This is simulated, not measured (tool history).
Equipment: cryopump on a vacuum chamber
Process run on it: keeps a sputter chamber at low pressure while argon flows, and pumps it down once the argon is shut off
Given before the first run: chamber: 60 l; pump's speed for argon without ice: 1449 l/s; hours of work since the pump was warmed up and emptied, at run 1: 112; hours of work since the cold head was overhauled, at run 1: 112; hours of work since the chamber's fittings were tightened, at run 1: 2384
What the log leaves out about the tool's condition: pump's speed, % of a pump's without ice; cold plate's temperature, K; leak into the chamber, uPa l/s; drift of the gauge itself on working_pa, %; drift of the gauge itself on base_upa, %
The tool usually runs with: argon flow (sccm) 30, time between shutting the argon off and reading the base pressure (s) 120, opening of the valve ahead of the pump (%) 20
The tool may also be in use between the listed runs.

| run | hour | argon flow (sccm) | time between shutting the argon off and reading the base pressure (s) | opening of the valve ahead of the pump (%) | hours of work since the pump was warmed up and emptied | hours of work since the cold head was overhauled | hours of work since the chamber's fittings were tightened | pressure while argon flows (Pa) | pressure after the wait (uPa) |
|---|---|---|---|---|---|---|---|---|---|
| 1 | 0.0 | 30 | 120 | 20 | 112 | 112 | 2384 | 0.1756 | 0.89 |
| 2 | 54.4 | 30 | 120 | 20 | 152 | 152 | 2424 | 0.1772 | 0.92 |
| 3 | 94.0 | 30 | 120 | 20 | 182 | 182 | 2454 | 0.1767 | 0.91 |
| 4 | 135.9 | 30 | 120 | 20 | 213 | 213 | 2485 | 0.1767 | 0.95 |
| 5 | 194.8 | 30 | 120 | 20 | 256 | 256 | 2528 | 0.1776 | 0.96 |
| 6 | 255.1 | 30 | 120 | 20 | 301 | 301 | 2573 | 0.1788 | 0.97 |
|  | 261.0 | leaking fittings of the chamber tightened, without venting |
| 7 | 324.9 | 30 | 120 | 20 | 351 | 351 | 47 | 0.1783 | 0.71 |
| 8 | 391.2 | 30 | 120 | 20 | 400 | 400 | 96 | 0.1786 | 0.75 |
| 9 | 435.4 | 28 | 120 | 20 | 432 | 432 | 129 | 0.1678 | 0.70 |
| 10 | 502.7 | 28 | 120 | 20 | 482 | 482 | 179 | 0.1683 | 0.69 |
| 11 | 537.4 | 20 | 190 | 20 | 508 | 508 | 204 | 0.1201 | 0.57 |
| 12 | 570.5 | 20 | 190 | 20 | 532 | 532 | 229 | 0.1200 | 0.58 |
| 13 | 634.3 | 20 | 190 | 20 | 579 | 579 | 276 | 0.1209 | 0.62 |
| 14 | 668.2 | 20 | 190 | 20 | 604 | 604 | 301 | 0.1209 | 0.58 |
| 15 | 706.1 | 30 | 120 | 17 | 632 | 632 | 329 | 0.2129 | 0.79 |
| 16 | 766.9 | 53 | 185 | 23 | 677 | 677 | 374 | 0.2808 | 0.62 |
|  | 779.4 | pump warmed up, emptied and cooled again |
| 17 | 806.5 | 26 | 185 | 19 | 20 | 703 | 399 | 0.1596 | 0.54 |

What if the next run were any one of these 3? Each begins from the tool's condition after run 17:
| A | 846.0 | 21 | 179 | 20 | 49 | 732 | 428 | ? | ? |
| B | 846.0 | 23 | 56 | 34 | 49 | 732 | 428 | ? | ? |
| C | 846.0 | 49 | 185 | 19 | 49 | 732 | 428 | ? | ? |

| run | pressure while argon flows (Pa) | pressure after the wait (uPa) |
|---|---|---|
| A | 0.1225 | 0.58 |
| B | 0.0799 | 1.24 |
| C | 0.3023 | 0.54 |
Without the tool's hidden state the same runs would have given:
| run | pressure while argon flows (Pa) | pressure after the wait (uPa) |
|---|---|---|
| A | 0.1219 | 0.52 |
| B | 0.0793 | 1.17 |
| C | 0.3011 | 0.48 |
